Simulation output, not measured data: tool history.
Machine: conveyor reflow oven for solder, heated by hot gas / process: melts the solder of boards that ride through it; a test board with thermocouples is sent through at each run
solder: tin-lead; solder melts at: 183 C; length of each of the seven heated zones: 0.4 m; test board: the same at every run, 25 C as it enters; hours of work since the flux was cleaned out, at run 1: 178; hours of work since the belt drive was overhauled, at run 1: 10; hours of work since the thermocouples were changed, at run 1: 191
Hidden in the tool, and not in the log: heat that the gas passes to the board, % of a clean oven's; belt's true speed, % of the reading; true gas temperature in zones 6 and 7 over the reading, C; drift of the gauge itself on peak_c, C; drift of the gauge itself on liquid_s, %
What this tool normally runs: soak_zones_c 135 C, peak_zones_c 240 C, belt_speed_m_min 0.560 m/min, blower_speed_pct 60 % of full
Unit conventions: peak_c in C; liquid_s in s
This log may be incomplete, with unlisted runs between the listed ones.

run   hour  soak_zones_c  peak_zones_c  belt_speed_m_min  blower_speed_pct  hours of work since the flux was cleaned out  hours of work since the belt drive was overhauled  hours of work since the thermocouples were changed  peak_c  liquid_s
  1    0.0           135           240             0.560                60                                           178                                                 10                                                 191   225.9      70.5
  2   15.3           135           240             0.560                60                                           190                                                 21                                                 203   226.1      70.5
  3   25.3           138           240             0.560                60                                           197                                                 29                                                 210   226.4      71.8
  4   33.8           135           240             0.560                60                                           203                                                 35                                                 216   225.7      70.8
  5   40.9           135           240             0.560                60                                           209                                                 40                                                 222   225.8      70.4
  6   51.1           135           240             0.560                60                                           216                                                 48                                                 229   225.9      70.4
  7   64.1           135           240             0.560                60                                           226                                                 58                                                 239   225.8      70.6
  8   79.3           135           240             0.560                60                                           238                                                 69                                                 251   225.7      70.6
  9   86.5           135           240             0.560                60                                           243                                                 75                                                 256   225.7      70.5
 10  100.5           135           240             0.560                60                                           254                                                 85                                                 266   225.9      70.5
 11  115.5           135           240             0.560                60                                           265                                                 96                                                 278   225.7      70.3
 12  122.7           135           240             0.560                60                                           270                                                102                                                 283   225.6      70.5
     135.2  -- flux residue cleaned out of gas plates and filters
 13  141.3           135           240             0.560                60                                             5                                                112                                                 293   224.8      69.7
 14  156.8           135           240             0.560                60                                            16                                                124                                                 305   224.8      69.8
 15  167.9           135           240             0.560                60                                            25                                                132                                                 313   224.7      69.7
 16  183.6           135           236             0.548                60                                            36                                                144                                                 325   222.0      69.0
 17  193.7           135           236             0.548                60                                            44                                                151                                                 333   221.9      69.2
 18  203.7           135           236             0.548                60                                            51                                                159                                                 340   221.9      69.1
     214.4  -- flux residue cleaned out of gas plates and filters, once more
 19  217.0           135           240             0.597                60                                             2                                                165                                                 346   225.1      65.6
 20  224.2           124           240             0.597                60                                             7                                                170                                                 352   223.6      61.0
 21  231.5           135           240             0.584                82                                            13                                                176                                                 357   229.8      70.7
 22  241.0           135           240             0.584                82                                            20                                                183                                                 364   229.6      70.5
 23  247.6           134           234             0.560                64                                            25                                                188                                                 369   222.4      68.0
 24  257.6           134           234             0.560                64                                            32                                                196                                                 377   222.5      68.0
 25  266.9           141           254             0.560                60                                            39                                                203                                                 384   241.1      81.8
 26  279.9           141           254             0.560                60                                            49                                                212                                                 394   241.2      81.7
 27  295.8           135           240             0.530                60                                            61                                                224                                                 406   228.7      77.0
 28  310.6           137           240             0.489                60                                            72                                                235                                                 417   231.2      86.4
 29  322.3           134           237             0.489                68                                            81                                                244                                                 425   229.1      84.2
 30  331.1           134           237             0.489                68                                            88                                                251                                                 432   228.9      83.9

Branching from run 30: 5 alternative next runs. What would each branch give?
  A  338.8           126           237             0.625                73                                            93                                                257                                                 438       ?         ?
  B  338.8           135           240             0.560                89                                            93                                                257                                                 438       ?         ?
  C  338.8           129           237             0.499                80                                            93                                                257                                                 438       ?         ?
  D  338.8           143           236             0.560                60                                            93                                                257                                                 438       ?         ?
  E  338.8           135           240             0.502                60                                            93                                                257                                                 438       ?         ?

run  peak_c  liquid_s
  A   221.7      57.9
  B   231.4      74.9
  C   229.9      81.2
  D   224.9      73.1
  E   230.3      82.7
What these runs would have given with no unlogged condition in the tool:
run  peak_c  liquid_s
  A   221.2      57.4
  B   230.7      74.3
  C   229.1      80.5
  D   224.1      72.4
  E   229.4      81.9
